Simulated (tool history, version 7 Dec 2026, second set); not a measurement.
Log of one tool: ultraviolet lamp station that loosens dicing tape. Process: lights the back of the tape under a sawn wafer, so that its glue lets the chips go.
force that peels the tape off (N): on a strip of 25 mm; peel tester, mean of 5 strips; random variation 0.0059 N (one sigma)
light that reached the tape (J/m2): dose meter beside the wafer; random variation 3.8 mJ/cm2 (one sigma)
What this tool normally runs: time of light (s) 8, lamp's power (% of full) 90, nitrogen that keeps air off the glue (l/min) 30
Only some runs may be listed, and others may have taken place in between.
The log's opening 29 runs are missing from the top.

| run | hour | time of light (s) | lamp's power (% of full) | nitrogen that keeps air off the glue (l/min) | hours of work of the lamp | hours of work since the window was cleaned | force that peels the tape off (N) | light that reached the tape (J/m2) |
|---|---|---|---|---|---|---|---|---|
| 30 | 189.1 | 5 | 60 | 21 | 164 | 205 | 0.795 | 2700 |
| 31 | 194.5 | 5 | 60 | 21 | 167 | 207 | 0.831 | 2680 |
| 32 | 198.3 | 14 | 77 | 45 | 169 | 209 | 0.103 | 9790 |
| 33 | 203.6 | 14 | 77 | 45 | 171 | 212 | 0.107 | 9900 |
| 34 | 208.1 | 8 | 78 | 34 | 173 | 214 | 0.189 | 5640 |
| 35 | 216.3 | 15 | 81 | 17 | 177 | 218 | 0.13 | 10950 |
| 36 | 224.3 | 8 | 73 | 30 | 181 | 222 | 0.222 | 5230 |
| 37 | 232.7 | 5 | 74 | 10 | 185 | 226 | 0.936 | 3360 |
| 38 | 240.9 | 5 | 65 | 30 | 189 | 230 | 0.552 | 2960 |
| 39 | 247.1 | 5 | 65 | 30 | 192 | 233 | 0.583 | 2960 |
| 40 | 252.1 | 13 | 65 | 30 | 195 | 235 | 0.123 | 7650 |
| 41 | 260.8 | 13 | 68 | 30 | 199 | 239 | 0.128 | 7970 |
| 42 | 269.8 | 13 | 68 | 30 | 203 | 244 | 0.124 | 8060 |
| 43 | 276.5 | 9 | 76 | 30 | 207 | 247 | 0.16 | 6210 |

Forecast each of these 4 alternatives for the next run:
| A | 281.2 | 5 | 62 | 13 | 209 | 249 | ? | ? |
| B | 281.2 | 8 | 85 | 59 | 209 | 249 | ? | ? |
| C | 281.2 | 9 | 74 | 30 | 209 | 249 | ? | ? |
| D | 281.2 | 9 | 71 | 16 | 209 | 249 | ? | ? |

| run | force that peels the tape off (N) | light that reached the tape (J/m2) |
|---|---|---|
| A | 1.006 | 2820 |
| B | 0.13 | 6200 |
| C | 0.175 | 5980 |
| D | 0.299 | 5740 |
Stripped of hidden state, with their random variation kept, the same runs would have yielded:
| run | force that peels the tape off (N) | light that reached the tape (J/m2) |
|---|---|---|
| A | 1.005 | 2820 |
| B | 0.13 | 6210 |
| C | 0.175 | 5990 |
| D | 0.298 | 5740 |
